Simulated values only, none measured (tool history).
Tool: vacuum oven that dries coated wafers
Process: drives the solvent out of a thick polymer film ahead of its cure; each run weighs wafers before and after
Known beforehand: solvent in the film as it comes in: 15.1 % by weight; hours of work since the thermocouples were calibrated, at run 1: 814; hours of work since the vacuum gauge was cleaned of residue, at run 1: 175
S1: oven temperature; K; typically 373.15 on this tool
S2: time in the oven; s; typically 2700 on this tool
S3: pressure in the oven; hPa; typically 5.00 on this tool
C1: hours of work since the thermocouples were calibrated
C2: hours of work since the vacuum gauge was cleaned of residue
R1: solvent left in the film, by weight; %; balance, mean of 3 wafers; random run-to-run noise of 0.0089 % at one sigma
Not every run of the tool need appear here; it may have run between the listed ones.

{"run": 1, "hour": 0.0, "S1": 373.15, "S2": 2700, "S3": 5.0, "C1": 814, "C2": 175, "R1": 0.942}
{"run": 2, "hour": 12.0, "S1": 373.15, "S2": 2700, "S3": 5.0, "C1": 820, "C2": 180, "R1": 0.918}
{"run": 3, "hour": 24.1, "S1": 373.15, "S2": 2700, "S3": 5.0, "C1": 825, "C2": 185, "R1": 0.938}
{"run": 4, "hour": 33.2, "S1": 373.15, "S2": 2700, "S3": 5.0, "C1": 829, "C2": 189, "R1": 0.934}
{"run": 5, "hour": 41.6, "S1": 388.15, "S2": 2700, "S3": 5.0, "C1": 832, "C2": 193, "R1": 0.175}
{"run": 6, "hour": 61.7, "S1": 388.15, "S2": 2700, "S3": 5.0, "C1": 841, "C2": 201, "R1": 0.176}
{"run": 7, "hour": 70.9, "S1": 388.15, "S2": 2700, "S3": 5.0, "C1": 845, "C2": 205, "R1": 0.176}
{"run": 8, "hour": 87.3, "S1": 388.15, "S2": 2700, "S3": 5.0, "C1": 852, "C2": 212, "R1": 0.184}
{"run": 9, "hour": 104.8, "S1": 388.15, "S2": 2700, "S3": 3.37, "C1": 859, "C2": 220, "R1": 0.163}
{"run": 10, "hour": 119.2, "S1": 388.15, "S2": 2700, "S3": 3.37, "C1": 865, "C2": 226, "R1": 0.164}
{"run": 11, "hour": 135.6, "S1": 373.15, "S2": 2700, "S3": 5.0, "C1": 872, "C2": 233, "R1": 0.949}
{"run": 12, "hour": 149.5, "S1": 373.15, "S2": 2700, "S3": 5.0, "C1": 878, "C2": 239, "R1": 0.904}
{"run": 13, "hour": 166.9, "S1": 373.15, "S2": 2700, "S3": 5.0, "C1": 885, "C2": 246, "R1": 0.919}
{"run": 14, "hour": 182.8, "S1": 373.15, "S2": 2700, "S3": 13.25, "C1": 892, "C2": 253, "R1": 1.125}
{"run": 15, "hour": 194.0, "S1": 372.15, "S2": 2700, "S3": 13.25, "C1": 897, "C2": 258, "R1": 1.207}
{"run": 16, "hour": 210.8, "S1": 360.15, "S2": 2700, "S3": 5.0, "C1": 904, "C2": 265, "R1": 2.681}
{"run": 17, "hour": 225.6, "S1": 373.15, "S2": 2700, "S3": 5.0, "C1": 910, "C2": 271, "R1": 0.916}
{"run": 18, "hour": 235.3, "S1": 373.15, "S2": 2700, "S3": 5.0, "C1": 914, "C2": 275, "R1": 0.913}
{"run": 19, "hour": 249.2, "S1": 373.15, "S2": 2700, "S3": 5.0, "C1": 920, "C2": 281, "R1": 0.926}
{"run": 20, "hour": 259.7, "S1": 373.15, "S2": 1440, "S3": 5.0, "C1": 925, "C2": 286, "R1": 2.919}
{"run": 21, "hour": 271.2, "S1": 373.15, "S2": 1440, "S3": 5.0, "C1": 930, "C2": 290, "R1": 2.915}
{"run": 22, "hour": 288.4, "S1": 373.15, "S2": 2700, "S3": 5.0, "C1": 937, "C2": 298, "R1": 0.938}
{"run": 23, "hour": 302.2, "S1": 373.15, "S2": 2700, "S3": 5.0, "C1": 943, "C2": 304, "R1": 0.913}
{"run": 24, "hour": 313.8, "S1": 373.15, "S2": 2700, "S3": 5.0, "C1": 948, "C2": 309, "R1": 0.917}
{"run": 25, "hour": 328.7, "S1": 363.15, "S2": 3000, "S3": 6.78, "C1": 954, "C2": 315, "R1": 1.89}
{"run": 26, "hour": 349.3, "S1": 368.15, "S2": 2400, "S3": 6.78, "C1": 963, "C2": 324, "R1": 1.868}
{"run": 27, "hour": 369.2, "S1": 373.15, "S2": 2700, "S3": 3.07, "C1": 971, "C2": 332, "R1": 0.859}
{"run": 28, "hour": 380.2, "S1": 373.15, "S2": 2160, "S3": 12.15, "C1": 976, "C2": 337, "R1": 1.631}
{"hour": 391.6, "done": "oven's thermocouples calibrated"}
{"run": 29, "hour": 401.8, "S1": 369.15, "S2": 1980, "S3": 5.0, "C1": 4, "C2": 345, "R1": 2.677}
{"run": 30, "hour": 414.5, "S1": 369.15, "S2": 1500, "S3": 5.0, "C1": 10, "C2": 350, "R1": 3.829}
{"run": 31, "hour": 427.8, "S1": 384.15, "S2": 2880, "S3": 3.48, "C1": 15, "C2": 356, "R1": 0.267}
{"run": 32, "hour": 446.0, "S1": 384.15, "S2": 2880, "S3": 3.48, "C1": 23, "C2": 364, "R1": 0.28}
{"run": 33, "hour": 464.9, "S1": 373.15, "S2": 4020, "S3": 5.0, "C1": 31, "C2": 372, "R1": 0.453}
{"run": 34, "hour": 481.6, "S1": 383.15, "S2": 3840, "S3": 5.0, "C1": 38, "C2": 379, "R1": 0.176}
{"run": 35, "hour": 495.5, "S1": 387.15, "S2": 2340, "S3": 4.01, "C1": 44, "C2": 385, "R1": 0.351}
{"run": 36, "hour": 515.0, "S1": 387.15, "S2": 2040, "S3": 4.01, "C1": 52, "C2": 393, "R1": 0.506}
{"run": 37, "hour": 530.4, "S1": 373.15, "S2": 4860, "S3": 6.48, "C1": 59, "C2": 400, "R1": 0.342}
{"run": 38, "hour": 541.6, "S1": 384.15, "S2": 2040, "S3": 14.23, "C1": 64, "C2": 404, "R1": 0.867}
{"run": 39, "hour": 556.5, "S1": 372.15, "S2": 2040, "S3": 3.35, "C1": 70, "C2": 411, "R1": 2.024}
{"run": 40, "hour": 566.3, "S1": 372.15, "S2": 2040, "S3": 3.35, "C1": 74, "C2": 415, "R1": 2.037}
{"run": 41, "hour": 586.3, "S1": 372.15, "S2": 4800, "S3": 3.35, "C1": 83, "C2": 423, "R1": 0.306}
{"run": 42, "hour": 597.3, "S1": 370.15, "S2": 3900, "S3": 5.0, "C1": 87, "C2": 428, "R1": 0.643}
{"run": 43, "hour": 607.3, "S1": 370.15, "S2": 3900, "S3": 5.0, "C1": 92, "C2": 432, "R1": 0.651}
{"run": 44, "hour": 616.2, "S1": 370.15, "S2": 3900, "S3": 5.0, "C1": 95, "C2": 436, "R1": 0.649}
{"run": 45, "hour": 630.1, "S1": 365.15, "S2": 2880, "S3": 5.0, "C1": 101, "C2": 442, "R1": 1.94}
{"run": 46, "hour": 646.6, "S1": 360.15, "S2": 2520, "S3": 8.86, "C1": 108, "C2": 449, "R1": 3.443}
{"run": 47, "hour": 662.5, "S1": 365.15, "S2": 4680, "S3": 3.92, "C1": 115, "C2": 456, "R1": 0.703}
{"run": 48, "hour": 683.0, "S1": 362.15, "S2": 1500, "S3": 4.24, "C1": 124, "C2": 464, "R1": 5.105}

Hidden state at the last listed run before each entry between runs and at the first one after, where it differs:
In the gap between runs 28 and 29: oven's thermocouples calibrated (hour 391.6)
  true wafer temperature over the reading, C: 2.35 -> 0.36; true pressure over the reading, kPa: 0.168 -> 0.172
  measured result minus the result with no hidden state, R1: -0.279 -> -0.017 %
